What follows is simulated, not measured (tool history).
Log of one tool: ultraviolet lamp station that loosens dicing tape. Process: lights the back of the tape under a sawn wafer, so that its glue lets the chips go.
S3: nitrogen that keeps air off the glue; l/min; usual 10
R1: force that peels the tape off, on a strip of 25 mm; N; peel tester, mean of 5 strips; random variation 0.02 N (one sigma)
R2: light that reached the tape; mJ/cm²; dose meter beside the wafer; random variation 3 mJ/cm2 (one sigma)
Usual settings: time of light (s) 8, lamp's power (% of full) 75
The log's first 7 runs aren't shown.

Run 8, hour 53.0: usual settings. Result: R1 1.066 N, R2 435 mJ/cm².
Run 9, hour 62.9: usual settings. Result: R1 1.073 N, R2 431 mJ/cm².
Run 10, hour 71.7: usual settings. Result: R1 1.078 N, R2 431 mJ/cm².
Run 11, hour 80.2: usual settings. Result: R1 1.077 N, R2 422 mJ/cm².
Run 12, hour 85.3: usual settings. Result: R1 1.129 N, R2 424 mJ/cm².
Run 13, hour 95.1: usual settings but lamp's power (% of full) 86. Result: R1 0.832 N, R2 482 mJ/cm².
Run 14, hour 101.8: usual settings but lamp's power (% of full) 91. Result: R1 0.754 N, R2 516 mJ/cm².
Run 15, hour 110.4: usual settings but lamp's power (% of full) 91. Result: R1 0.738 N, R2 511 mJ/cm².
Run 16, hour 117.0: usual settings but time of light (s) 10. Result: R1 0.701 N, R2 523 mJ/cm².
Run 17, hour 122.4: usual settings. Result: R1 1.143 N, R2 416 mJ/cm².
Run 18, hour 132.0: usual settings but S3 12 l/min. Result: R1 1.038 N, R2 417 mJ/cm².
Run 19, hour 139.4: usual settings but time of light (s) 5. Result: R1 2.389 N, R2 257 mJ/cm².
Run 20, hour 144.1: usual settings but time of light (s) 4. Result: R1 3.084 N, R2 208 mJ/cm².
Run 21, hour 151.7: usual settings but time of light (s) 4. Result: R1 3.080 N, R2 208 mJ/cm².
Run 22, hour 157.2: usual settings but time of light (s) 4. Result: R1 3.016 N, R2 202 mJ/cm².
Run 23, hour 163.3: usual settings but time of light (s) 4. Result: R1 3.134 N, R2 203 mJ/cm².
Run 24, hour 170.6: usual settings but time of light (s) 5, S3 4 l/min. Result: R1 3.392 N, R2 257 mJ/cm².
Run 25, hour 177.6: usual settings but S3 16 l/min. Result: R1 0.916 N, R2 408 mJ/cm².
Run 26, hour 185.6: usual settings but S3 16 l/min. Result: R1 0.926 N, R2 411 mJ/cm².
Run 27, hour 192.2: usual settings but time of light (s) 7, S3 16 l/min. Result: R1 1.233 N, R2 354 mJ/cm².
Run 28, hour 197.6: usual settings but time of light (s) 14, S3 14 l/min. Result: R1 0.258 N, R2 701 mJ/cm².
Run 29, hour 203.6: usual settings but time of light (s) 4, lamp's power (% of full) 85. Result: R1 2.769 N, R2 226 mJ/cm².
Run 30, hour 209.1: usual settings but time of light (s) 4, lamp's power (% of full) 85. Result: R1 2.736 N, R2 228 mJ/cm².
Run 31, hour 215.6: usual settings but time of light (s) 4, lamp's power (% of full) 85. Result: R1 2.683 N, R2 227 mJ/cm².
Run 32, hour 222.4: usual settings but time of light (s) 4, lamp's power (% of full) 85. Result: R1 2.689 N, R2 225 mJ/cm².

Run 33 comes next. What will it give?
Run 33, hour 230.1: usual settings but time of light (s) 6, lamp's power (% of full) 87. Result: R1 ?, R2 ?.

R1: 1.557 N
R2: 343 mJ/cm²
Without the tool's hidden state the same run would have given R1 1.232 N, R2 394 mJ/cm².

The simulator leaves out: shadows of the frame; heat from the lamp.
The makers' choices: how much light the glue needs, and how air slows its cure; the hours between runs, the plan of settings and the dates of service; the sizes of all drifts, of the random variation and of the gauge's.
